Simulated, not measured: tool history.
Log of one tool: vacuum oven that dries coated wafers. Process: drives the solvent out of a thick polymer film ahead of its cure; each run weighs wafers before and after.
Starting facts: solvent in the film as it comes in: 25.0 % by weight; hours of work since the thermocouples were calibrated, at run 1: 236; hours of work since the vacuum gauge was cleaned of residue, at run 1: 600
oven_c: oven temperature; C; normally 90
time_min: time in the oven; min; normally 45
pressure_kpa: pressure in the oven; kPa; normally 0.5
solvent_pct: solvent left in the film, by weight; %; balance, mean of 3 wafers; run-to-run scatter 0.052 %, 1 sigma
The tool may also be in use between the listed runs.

| run | day | oven_c | time_min | pressure_kpa | hours of work since the thermocouples were calibrated | hours of work since the vacuum gauge was cleaned of residue | solvent_pct |
|---|---|---|---|---|---|---|---|
| 1 | 0 | 90 | 45 | 0.5 | 236 | 600 | 1.25 |
| 2 | 0.962 | 90 | 75 | 0.5 | 252 | 615 | 0.59 |
| 3 | 2.958 | 90 | 44 | 0.5 | 284 | 647 | 1.39 |
| 4 | 4.654 | 90 | 45 | 0.5 | 311 | 674 | 1.36 |
| 5 | 6.458 | 90 | 45 | 0.81 | 340 | 703 | 1.55 |
| 6 | 7.375 | 90 | 45 | 0.81 | 355 | 718 | 1.51 |
| 7 | 9.075 | 90 | 45 | 0.81 | 382 | 745 | 1.5 |
| 8 | 11.129 | 90 | 45 | 0.5 | 415 | 778 | 1.41 |
| 9 | 13.212 | 90 | 45 | 0.5 | 449 | 812 | 1.36 |
| 10 | 14.675 | 94 | 45 | 0.5 | 472 | 835 | 0.69 |
| 11 | 16.108 | 94 | 45 | 0.5 | 495 | 858 | 0.77 |
| 12 | 18.196 | 94 | 45 | 0.5 | 529 | 892 | 0.77 |
| 13 | 19.304 | 77 | 45 | 0.5 | 546 | 910 | 5.55 |
| 14 | 20.208 | 90 | 45 | 0.314 | 561 | 924 | 1.19 |
| 15 | 22.025 | 90 | 45 | 0.314 | 590 | 954 | 1.32 |
| 16 | 23.75 | 90 | 45 | 0.778 | 618 | 981 | 1.54 |
|  | 24.442 | oven's thermocouples calibrated |
| 17 | 25.821 | 90 | 45 | 0.308 | 22 | 1013 | 1.46 |
| 18 | 27.35 | 90 | 45 | 0.308 | 47 | 1038 | 1.34 |
| 19 | 28.475 | 90 | 45 | 0.308 | 65 | 1056 | 1.31 |
| 20 | 29.575 | 90 | 45 | 0.5 | 82 | 1074 | 1.58 |
| 21 | 31.242 | 90 | 45 | 0.5 | 109 | 1100 | 1.58 |
| 22 | 33.233 | 90 | 45 | 0.343 | 141 | 1132 | 1.56 |
| 23 | 34.508 | 90 | 45 | 0.343 | 162 | 1153 | 1.51 |
| 24 | 35.396 | 79 | 48 | 1.489 | 176 | 1167 | 5.83 |
| 25 | 37.25 | 79 | 48 | 1.489 | 206 | 1197 | 5.88 |
| 26 | 38.946 | 79 | 48 | 1.489 | 233 | 1224 | 5.73 |
| 27 | 40.612 | 79 | 48 | 0.54 | 260 | 1251 | 4.96 |
| 28 | 41.988 | 79 | 48 | 0.54 | 282 | 1273 | 4.86 |
| 29 | 43.583 | 100 | 56 | 1.02 | 308 | 1299 | 0.67 |
| 30 | 45.083 | 100 | 56 | 1.02 | 332 | 1323 | 0.7 |
| 31 | 46.621 | 99 | 45 | 0.852 | 356 | 1348 | 0.71 |
| 32 | 47.771 | 99 | 45 | 0.852 | 375 | 1366 | 0.67 |
| 33 | 48.696 | 90 | 45 | 0.692 | 390 | 1381 | 1.71 |
| 34 | 49.688 | 90 | 45 | 0.692 | 406 | 1397 | 1.73 |
| 35 | 50.592 | 90 | 45 | 0.692 | 420 | 1411 | 1.74 |
| 36 | 52.096 | 90 | 65 | 0.396 | 444 | 1435 | 0.79 |
| 37 | 53.375 | 97 | 56 | 0.383 | 465 | 1456 | 0.46 |
| 38 | 54.221 | 90 | 45 | 1.082 | 479 | 1470 | 1.94 |
| 39 | 55.658 | 90 | 45 | 1.082 | 502 | 1493 | 1.98 |
| 40 | 57.067 | 100 | 62 | 0.548 | 524 | 1515 | 0.39 |
| 41 | 58.725 | 90 | 61 | 0.5 | 551 | 1542 | 0.95 |
| 42 | 60.083 | 90 | 71 | 0.5 | 573 | 1564 | 0.88 |
| 43 | 60.95 | 99 | 46 | 1.096 | 587 | 1578 | 0.87 |
| 44 | 62.846 | 102 | 27 | 0.835 | 617 | 1608 | 1.01 |
|  | 63.562 | oven's thermocouples calibrated |
| 45 | 64.188 | 85 | 45 | 1.186 | 10 | 1628 | 3.58 |
| 46 | 65.912 | 87 | 25 | 0.892 | 38 | 1656 | 6.05 |

A few steps of solvent_pct between consecutive runs. Split each: what settings, incoming material and random variation would produce without the hidden state, and what is left over for the hidden state, along with gauge scatter present in only one of the two compared results (measured, and without hidden state):
Hidden state present: true wafer temperature over the reading, C; true pressure over the reading, kPa; drift of the gauge itself on solvent_pct, %.
Run 12 -> 13: oven_c 94 -> 77. solvent_pct +4.78 %: hidden state -0.26, all else +5.04.
Run 13 -> 14: oven_c 77 -> 90, pressure_kpa 0.5 -> 0.314. solvent_pct -4.36 %: hidden state +0.2, all else -4.56.
Run 16 -> 17: pressure_kpa 0.778 -> 0.308, oven's thermocouples calibrated. solvent_pct -0.08 %: hidden state +0.28, all else -0.36.
Run 23 -> 24: oven_c 90 -> 79, time_min 45 -> 48, pressure_kpa 0.343 -> 1.489. solvent_pct +4.32 %: hidden state +0.1, all else +4.22.
Run 44 -> 45: oven_c 102 -> 85, time_min 27 -> 45, pressure_kpa 0.835 -> 1.186, oven's thermocouples calibrated. solvent_pct +2.57 %: hidden state +0.28, all else +2.29.

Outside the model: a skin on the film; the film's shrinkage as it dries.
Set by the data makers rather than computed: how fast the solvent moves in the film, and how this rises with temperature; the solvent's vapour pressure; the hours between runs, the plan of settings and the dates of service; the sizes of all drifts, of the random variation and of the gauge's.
